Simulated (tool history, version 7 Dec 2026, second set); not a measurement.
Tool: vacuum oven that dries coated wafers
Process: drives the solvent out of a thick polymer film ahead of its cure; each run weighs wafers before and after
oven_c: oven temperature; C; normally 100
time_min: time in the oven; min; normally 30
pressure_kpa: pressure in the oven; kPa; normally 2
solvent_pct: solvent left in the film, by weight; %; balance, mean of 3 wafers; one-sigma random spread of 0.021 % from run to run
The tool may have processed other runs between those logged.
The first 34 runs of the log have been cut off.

At hour 1725.9: oven's thermocouples calibrated.
Run 35, hour 1746.1: usual settings but oven_c 106 C, pressure_kpa 2.23 kPa. Result: solvent_pct 0.63 %.
Run 36, hour 1785.2: usual settings but oven_c 106 C, time_min 20 min, pressure_kpa 1.04 kPa. Result: solvent_pct 0.77 %.
Run 37, hour 1836.9: usual settings but oven_c 106 C, time_min 20 min, pressure_kpa 1.04 kPa. Result: solvent_pct 0.73 %.
Run 38, hour 1886.6: usual settings but oven_c 114 C, time_min 50 min, pressure_kpa 6.2 kPa. Result: solvent_pct 1.17 %.
Run 39, hour 1923: usual settings but oven_c 114 C, pressure_kpa 1.23 kPa. Result: solvent_pct 0.2 %.
Run 40, hour 1970.1: usual settings but oven_c 88 C, time_min 31 min, pressure_kpa 3.89 kPa. Result: solvent_pct 3.69 %.
Run 41, hour 2013.1: usual settings but oven_c 107 C, time_min 34 min, pressure_kpa 1.43 kPa. Result: solvent_pct 0.41 %.
Run 42, hour 2052.6: usual settings but oven_c 107 C, time_min 34 min, pressure_kpa 1.43 kPa. Result: solvent_pct 0.35 %.
Run 43, hour 2093.9: usual settings but oven_c 90 C, time_min 18 min, pressure_kpa 4.86 kPa. Result: solvent_pct 5.31 %.
Run 44, hour 2137.6: usual settings but oven_c 90 C, time_min 18 min, pressure_kpa 3.67 kPa. Result: solvent_pct 4.9 %.
Run 45, hour 2186.8: usual settings but oven_c 90 C, time_min 18 min, pressure_kpa 3.67 kPa. Result: solvent_pct 4.9 %.
Run 46, hour 2227.8: usual settings but oven_c 90 C, time_min 18 min, pressure_kpa 3.67 kPa. Result: solvent_pct 4.89 %.
Run 47, hour 2271.8: usual settings but oven_c 112 C, time_min 17 min. Result: solvent_pct 0.6 %.

4 options for the next run, each taken on its own from the tool as it stands now. Forecast them:
Run A, hour 2325.6: usual settings but oven_c 104 C, time_min 39 min, pressure_kpa 7.01 kPa. Result: solvent_pct ?.
Run B, hour 2325.6: usual settings but time_min 25 min, pressure_kpa 5.16 kPa. Result: solvent_pct ?.
Run C, hour 2325.6: usual settings but oven_c 112 C, time_min 21 min. Result: solvent_pct ?.
Run D, hour 2325.6: usual settings but oven_c 112 C, time_min 24 min, pressure_kpa 5.41 kPa. Result: solvent_pct ?.

run  solvent_pct
  A          1.8
  B         2.11
  C         0.45
  D         1.11
Without the tool's hidden state the same runs would have given:
run  solvent_pct
  A         1.83
  B         2.19
  C         0.46
  D         1.12

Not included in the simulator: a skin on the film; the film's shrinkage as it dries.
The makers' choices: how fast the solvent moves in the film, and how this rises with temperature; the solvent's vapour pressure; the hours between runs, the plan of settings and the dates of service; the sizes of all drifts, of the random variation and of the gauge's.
